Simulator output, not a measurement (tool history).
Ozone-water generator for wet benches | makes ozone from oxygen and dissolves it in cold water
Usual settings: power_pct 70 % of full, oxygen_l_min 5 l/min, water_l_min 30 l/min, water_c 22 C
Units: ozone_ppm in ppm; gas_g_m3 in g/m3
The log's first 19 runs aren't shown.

| run | hour | power_pct | oxygen_l_min | water_l_min | water_c | ozone_ppm | gas_g_m3 |
|---|---|---|---|---|---|---|---|
| 20 | 2040 | 48 | 8.53 | 30 | 22 | 14.7 | 143.6 |
| 21 | 2155.3 | 48 | 8.53 | 30 | 22 | 14.4 | 144.3 |
| 22 | 2230.1 | 70 | 5 | 30 | 23 | 16.2 | 219.5 |
| 23 | 2340 | 66 | 5 | 20 | 23 | 21.8 | 211.7 |
| 24 | 2438.4 | 66 | 5 | 20 | 23 | 21.9 | 211.3 |
| 25 | 2570.4 | 66 | 5 | 20 | 23 | 21.5 | 213.4 |
| 26 | 2715.3 | 66 | 5 | 20 | 23 | 21.1 | 210.2 |
| 27 | 2836.5 | 66 | 5 | 20 | 23 | 21.5 | 209 |
| 28 | 2964 | 74 | 4.09 | 31 | 24 | 14.7 | 240.5 |
| 29 | 3068.3 | 74 | 4.09 | 31 | 24 | 14.7 | 240 |
| 30 | 3195.2 | 74 | 4.09 | 31 | 24 | 14.8 | 242.4 |
| 31 | 3313.3 | 89 | 6.82 | 28 | 24 | 18.9 | 208.7 |
| 32 | 3471.9 | 89 | 8.04 | 21 | 24 | 23.4 | 193.6 |
|  | 3531.9 | contactor cleaned |
| 33 | 3567.5 | 89 | 8.04 | 45 | 24 | 13.7 | 194.5 |
| 34 | 3676.9 | 48 | 7.75 | 43 | 20 | 11 | 147.6 |

Forecast each of these 3 alternatives for the next run:
| A | 3772.6 | 48 | 8.62 | 42 | 22 | ? | ? |
| B | 3772.6 | 91 | 5 | 30 | 22 | ? | ? |
| C | 3772.6 | 48 | 3.03 | 43 | 20 | ? | ? |

| run | ozone_ppm | gas_g_m3 |
|---|---|---|
| A | 11.1 | 139.9 |
| B | 18.2 | 240.7 |
| C | 8.4 | 221.1 |
Without the tool's hidden state the same runs would have given:
| run | ozone_ppm | gas_g_m3 |
|---|---|---|
| A | 12.3 | 154.8 |
| B | 21 | 277.6 |
| C | 9.4 | 244.7 |
